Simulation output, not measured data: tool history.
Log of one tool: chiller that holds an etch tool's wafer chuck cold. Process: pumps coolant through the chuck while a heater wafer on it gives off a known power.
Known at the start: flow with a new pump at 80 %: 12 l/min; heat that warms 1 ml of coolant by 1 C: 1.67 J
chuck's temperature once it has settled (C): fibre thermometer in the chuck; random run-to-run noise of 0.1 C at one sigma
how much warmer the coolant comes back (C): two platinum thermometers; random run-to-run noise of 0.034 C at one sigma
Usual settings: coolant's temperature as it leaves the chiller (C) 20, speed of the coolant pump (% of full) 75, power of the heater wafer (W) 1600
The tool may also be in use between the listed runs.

run    hour  coolant's temperature as it leaves the chiller (C)  speed of the coolant pump (% of full)  power of the heater wafer (W)  chuck's temperature once it has settled (C)  how much warmer the coolant comes back (C)
  1     0.0                                                  20                                     75                           1600                                         34.7                                        5.19
  2    34.2                                                  20                                     75                           1600                                         34.4                                        5.22
  3    79.7                                                  20                                     75                           1600                                         34.4                                        5.26
  4   119.0                                                  20                                     75                           1991                                         38.2                                        6.58
  5   161.1                                                  20                                     75                           1600                                         34.6                                        5.27
  6   190.0                                                  20                                     75                           1600                                         34.7                                        5.24
  7   229.8                                                  20                                     75                           1600                                         34.5                                        5.25
  8   266.4                                                  20                                     75                           1600                                         34.5                                        5.27
  9   310.3                                                  20                                     75                           1600                                         34.6                                        5.26
 10   333.5                                                  13                                     75                           1600                                         27.7                                        5.21
 11   383.1                                                  20                                     81                           1600                                         33.8                                        4.92
 12   417.0                                                  20                                     81                           1600                                         33.7                                        4.84
 13   461.3                                                  20                                     81                           1600                                         33.8                                        4.85
 14   484.6                                                  20                                     75                           1276                                         31.6                                        4.23
 15   533.4                                                  20                                     75                           1276                                         31.7                                        4.25
 16   576.5                                                  20                                     75                           1600                                         34.6                                        5.22
 17   621.9                                                  20                                     75                           1600                                         34.8                                        5.29
 18   657.7                                                  20                                     75                           1599                                         34.8                                        5.30
 19   681.9                                                  20                                     75                           1599                                         34.7                                        5.27
 20   726.4                                                  20                                     75                           1599                                         34.9                                        5.29
 21   756.4                                                  20                                     75                           1599                                         34.7                                        5.28
 22   802.4                                                  20                                     75                           1599                                         34.8                                        5.26
 23   838.6                                                  11                                     87                           1686                                         24.9                                        4.75
 24   871.5                                                  11                                     70                           1600                                         26.6                                        5.64
 25   906.5                                                  11                                     72                           1876                                         29.1                                        6.51
      936.2  -- chiller's thermometer calibrated
 26   937.7                                                  13                                     74                           1796                                         30.4                                        6.04
 27   958.8                                                  13                                     74                           1796                                         30.4                                        6.03
 28  1009.6                                                  23                                     75                           1590                                         38.3                                        5.29
 29  1058.6                                                  23                                     75                           1590                                         38.3                                        5.31
 30  1106.3                                                  11                                     64                           1713                                         29.8                                        6.65
 31  1141.0                                                  20                                     61                           1600                                         38.4                                        6.56
 32  1162.3                                                  20                                     72                           1073                                         30.8                                        3.72
 33  1196.1                                                  20                                     72                           1073                                         30.7                                        3.73

Had the tool no unlogged condition, and each run kept its random variation, what would the results have been?
Unlogged tool condition in this case: heat passed by the chuck's channels, % of clean ones'; flow at a given pump speed, % of a new pump's; coolant's true temperature over the reading, C; drift of the gauge itself on chuck_c, C; drift of the gauge itself on warmer_back_c, C.
run  chuck's temperature once it has settled (C)  how much warmer the coolant comes back (C)
  1                                         34.5                                        5.06
  2                                         34.2                                        5.09
  3                                         34.2                                        5.13
  4                                         37.8                                        6.41
  5                                         34.4                                        5.14
  6                                         34.4                                        5.11
  7                                         34.2                                        5.11
  8                                         34.2                                        5.12
  9                                         34.3                                        5.11
 10                                         27.4                                        5.06
 11                                         33.5                                        4.78
 12                                         33.4                                        4.70
 13                                         33.5                                        4.71
 14                                         31.4                                        4.11
 15                                         31.5                                        4.12
 16                                         34.2                                        5.06
 17                                         34.3                                        5.12
 18                                         34.4                                        5.13
 19                                         34.3                                        5.11
 20                                         34.5                                        5.12
 21                                         34.2                                        5.11
 22                                         34.3                                        5.08
 23                                         24.4                                        4.59
 24                                         26.0                                        5.44
 25                                         28.3                                        6.29
 26                                         29.3                                        5.84
 27                                         29.3                                        5.82
 28                                         37.3                                        5.10
 29                                         37.3                                        5.12
 30                                         28.5                                        6.41
 31                                         37.1                                        6.32
 32                                         30.1                                        3.58
 33                                         30.0                                        3.59

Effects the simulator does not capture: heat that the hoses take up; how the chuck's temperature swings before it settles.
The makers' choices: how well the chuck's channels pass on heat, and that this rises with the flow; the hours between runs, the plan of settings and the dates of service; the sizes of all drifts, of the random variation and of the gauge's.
